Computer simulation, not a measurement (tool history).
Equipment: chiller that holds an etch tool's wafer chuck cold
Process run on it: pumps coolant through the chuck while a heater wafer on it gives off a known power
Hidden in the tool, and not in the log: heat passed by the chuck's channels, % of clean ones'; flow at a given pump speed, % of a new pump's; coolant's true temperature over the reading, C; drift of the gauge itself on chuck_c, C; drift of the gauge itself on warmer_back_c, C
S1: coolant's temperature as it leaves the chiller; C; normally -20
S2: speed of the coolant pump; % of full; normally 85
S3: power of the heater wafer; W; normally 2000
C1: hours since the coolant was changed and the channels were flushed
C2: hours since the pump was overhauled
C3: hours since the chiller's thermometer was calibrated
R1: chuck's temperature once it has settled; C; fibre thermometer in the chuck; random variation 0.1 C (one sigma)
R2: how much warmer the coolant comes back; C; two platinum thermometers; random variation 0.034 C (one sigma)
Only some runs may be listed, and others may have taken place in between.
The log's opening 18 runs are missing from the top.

Run 19, hour 431.4: usual settings but S1 -22 C, S2 64 % of full, S3 1575 W; C1 369; C2 763; C3 3386. Result: R1 -0.9 C, R2 5.73 C.
Run 20, hour 468.8: usual settings but S2 88 % of full; C1 406; C2 800; C3 3424. Result: R1 0.5 C, R2 5.17 C.
Run 21, hour 502.7: usual settings but S1 -11 C, S2 63 % of full, S3 1939 W; C1 440; C2 834; C3 3458. Result: R1 15.8 C, R2 7.16 C.
Run 22, hour 524.5: usual settings but S1 -11 C, S2 63 % of full, S3 1939 W; C1 462; C2 856; C3 3480. Result: R1 15.7 C, R2 7.24 C.
Run 23, hour 555.0: usual settings but S1 -29 C, S2 81 % of full, S3 1623 W; C1 492; C2 887; C3 3510. Result: R1 -11.2 C, R2 4.61 C.
Run 24, hour 573.8: usual settings but S1 -22 C, S2 77 % of full, S3 1572 W; C1 511; C2 905; C3 3529. Result: R1 -4.2 C, R2 4.74 C.
Run 25, hour 604.4: usual settings but S1 -27 C, S2 90 % of full; C1 542; C2 936; C3 3559. Result: R1 -6.8 C, R2 5.12 C.
Run 26, hour 632.7: usual settings but S1 -19 C, S2 92 % of full; C1 570; C2 964; C3 3588. Result: R1 1.0 C, R2 4.96 C.
At hour 640.1: chiller's thermometer calibrated.
Run 27, hour 665.9: usual settings but S1 -13 C, S3 1810 W; C1 602; C2 996; C3 26. Result: R1 7.1 C, R2 4.90 C.
Run 28, hour 683.5: usual settings but S1 -14 C, S3 1752 W; C1 620; C2 1014; C3 43. Result: R1 5.7 C, R2 4.83 C.
Run 29, hour 703.0: usual settings but S1 -21 C, S3 1077 W; C1 639; C2 1034; C3 63. Result: R1 -9.0 C, R2 2.92 C.
Run 30, hour 721.7: usual settings but S2 96 % of full, S3 1478 W; C1 658; C2 1052; C3 82. Result: R1 -5.0 C, R2 3.54 C.
Run 31, hour 758.6: usual settings but S2 70 % of full, S3 1099 W; C1 695; C2 1089; C3 118. Result: R1 -5.4 C, R2 3.68 C.

Branching from run 31: 4 alternative next runs. What would each branch give?
Run A, hour 785.4: usual settings but S2 71 % of full, S3 1099 W; C1 722; C2 1116; C3 145. Result: R1 ?, R2 ?.
Run B, hour 785.4: usual settings but S2 63 % of full; C1 722; C2 1116; C3 145. Result: R1 ?, R2 ?.
Run C, hour 785.4: usual settings but S1 -14 C, S2 72 % of full, S3 1886 W; C1 722; C2 1116; C3 145. Result: R1 ?, R2 ?.
Run D, hour 785.4: usual settings but S2 82 % of full, S3 1099 W; C1 722; C2 1116; C3 145. Result: R1 ?, R2 ?.

run    R1    R2
  A  -5.4  3.59
  B   9.0  7.51
  C  10.4  6.14
  D  -7.3  3.13
With no hidden state in the tool, these same runs would have given:
run    R1    R2
  A  -6.2  3.48
  B   7.5  7.28
  C   9.1  5.96
  D  -8.0  3.03

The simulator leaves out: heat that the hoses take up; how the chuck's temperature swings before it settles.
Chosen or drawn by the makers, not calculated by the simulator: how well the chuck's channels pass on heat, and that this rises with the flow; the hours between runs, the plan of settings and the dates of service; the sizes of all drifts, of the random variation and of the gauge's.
